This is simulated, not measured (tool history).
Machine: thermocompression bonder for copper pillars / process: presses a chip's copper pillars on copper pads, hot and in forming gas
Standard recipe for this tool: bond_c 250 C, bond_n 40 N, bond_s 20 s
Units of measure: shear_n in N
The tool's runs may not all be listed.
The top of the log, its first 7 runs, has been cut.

run 8 hour=135.7 | bond_c=241 bond_n=52 bond_s=20 | shear_n=56.7
run 9 hour=148.7 | bond_c=241 bond_n=52 bond_s=20 | shear_n=55.6
run 10 hour=162.7 | bond_c=241 bond_n=52 bond_s=20 | shear_n=56.4
run 11 hour=172.9 | bond_c=241 bond_n=52 bond_s=20 | shear_n=56.2
run 12 hour=191.4 | bond_c=241 bond_n=52 bond_s=20 | shear_n=58
run 13 hour=205.5 | bond_c=250 bond_n=40 bond_s=20 | shear_n=53
run 14 hour=216.7 | bond_c=250 bond_n=40 bond_s=20 | shear_n=54.7
run 15 hour=226.8 | bond_c=250 bond_n=40 bond_s=20 | shear_n=53.6
run 16 hour=247.8 | bond_c=250 bond_n=40 bond_s=20 | shear_n=54.3
run 17 hour=270.7 | bond_c=250 bond_n=40 bond_s=20 | shear_n=52.5
run 18 hour=287.2 | bond_c=250 bond_n=40 bond_s=20 | shear_n=54.1
run 19 hour=301.3 | bond_c=250 bond_n=40 bond_s=20 | shear_n=53.5
run 20 hour=325.9 | bond_c=250 bond_n=40 bond_s=20 | shear_n=53.7
run 21 hour=345.6 | bond_c=250 bond_n=40 bond_s=20 | shear_n=52.9
run 22 hour=368.9 | bond_c=227 bond_n=25 bond_s=17 | shear_n=28.3
run 23 hour=384.7 | bond_c=227 bond_n=25 bond_s=17 | shear_n=28.5
run 24 hour=409 | bond_c=244 bond_n=40 bond_s=42 | shear_n=64.3
run 25 hour=425.3 | bond_c=238 bond_n=40 bond_s=43 | shear_n=60.4
run 26 hour=440.3 | bond_c=258 bond_n=30 bond_s=40 | shear_n=61.8
run 27 hour=458.1 | bond_c=258 bond_n=30 bond_s=40 | shear_n=62
run 28 hour=482.3 | bond_c=258 bond_n=30 bond_s=40 | shear_n=61.8
run 29 hour=495.5 | bond_c=258 bond_n=30 bond_s=40 | shear_n=62.3
run 30 hour=515.4 | bond_c=257 bond_n=40 bond_s=16 | shear_n=53.7

Estimate the outcome of run 31 from the log above:
-- hour=533.2 forming gas filter changed
run 31 hour=538.2 | bond_c=257 bond_n=40 bond_s=16 | shear_n=?

{"run 31": {"shear_n": 57.2}}
With the hidden condition absent and the run-to-run variation left alone, this run would have shown shear_n 53.6 N.
